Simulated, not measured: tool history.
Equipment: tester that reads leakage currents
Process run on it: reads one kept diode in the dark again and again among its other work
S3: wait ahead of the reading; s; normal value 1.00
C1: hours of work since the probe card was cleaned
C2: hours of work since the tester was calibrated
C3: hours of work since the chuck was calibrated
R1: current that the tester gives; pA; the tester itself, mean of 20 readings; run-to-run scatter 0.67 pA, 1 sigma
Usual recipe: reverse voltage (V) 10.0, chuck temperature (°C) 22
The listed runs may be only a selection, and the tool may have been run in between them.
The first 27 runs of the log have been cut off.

run 28 hour=1142.2 | reverse_voltage_(V)=9.6 chuck_temperature_(°C)=29 S3=2.59 | C1=2099 C2=1668 C3=1459 | R1=343.81
run 29 hour=1172.4 | reverse_voltage_(V)=9.6 chuck_temperature_(°C)=29 S3=2.59 | C1=2115 C2=1684 C3=1475 | R1=345.39
run 30 hour=1200.6 | reverse_voltage_(V)=1.4 chuck_temperature_(°C)=25 S3=0.67 | C1=2130 C2=1699 C3=1490 | R1=88.12
run 31 hour=1227.5 | reverse_voltage_(V)=13.9 chuck_temperature_(°C)=41 S3=1.49 | C1=2144 C2=1713 C3=1504 | R1=954.40
run 32 hour=1282.2 | reverse_voltage_(V)=3.8 chuck_temperature_(°C)=22 S3=1.88 | C1=2173 C2=1742 C3=1533 | R1=124.54
run 33 hour=1317.9 | reverse_voltage_(V)=1.6 chuck_temperature_(°C)=30 S3=1.56 | C1=2192 C2=1761 C3=1551 | R1=135.87
run 34 hour=1358.8 | reverse_voltage_(V)=10.0 chuck_temperature_(°C)=39 S3=1.00 | C1=2213 C2=1782 C3=1573 | R1=700.85
run 35 hour=1383.8 | reverse_voltage_(V)=10.0 chuck_temperature_(°C)=39 S3=1.00 | C1=2226 C2=1795 C3=1586 | R1=694.37
run 36 hour=1434.7 | reverse_voltage_(V)=7.9 chuck_temperature_(°C)=58 S3=3.86 | C1=2253 C2=1822 C3=1613 | R1=2051.51
run 37 hour=1463.4 | reverse_voltage_(V)=2.6 chuck_temperature_(°C)=58 S3=1.24 | C1=2268 C2=1837 C3=1628 | R1=1120.79
run 38 hour=1524.4 | reverse_voltage_(V)=2.6 chuck_temperature_(°C)=58 S3=1.24 | C1=2300 C2=1869 C3=1660 | R1=1118.59
run 39 hour=1572.3 | reverse_voltage_(V)=2.4 chuck_temperature_(°C)=39 S3=1.89 | C1=2325 C2=1894 C3=1685 | R1=314.64
run 40 hour=1630.0 | reverse_voltage_(V)=4.4 chuck_temperature_(°C)=30 S3=0.38 | C1=2356 C2=1925 C3=1715 | R1=237.44

Consider 3 possible next runs. They are alternatives, not a sequence: every one starts from the tool as it was left by run 40. What does each give?
run A hour=1658.0 | reverse_voltage_(V)=5.3 chuck_temperature_(°C)=30 S3=0.38 | C1=2370 C2=1939 C3=1730 | R1=?
run B hour=1658.0 | reverse_voltage_(V)=4.4 chuck_temperature_(°C)=30 S3=7.83 | C1=2370 C2=1939 C3=1730 | R1=?
run C hour=1658.0 | reverse_voltage_(V)=10.0 chuck_temperature_(°C)=35 S3=0.59 | C1=2370 C2=1939 C3=1730 | R1=?

run=A R1=262.86
run=B R1=234.65
run=C R1=527.29
With no hidden state in the tool, these same runs would have given:
run=A R1=287.52
run=B R1=257.66
run=C R1=575.78
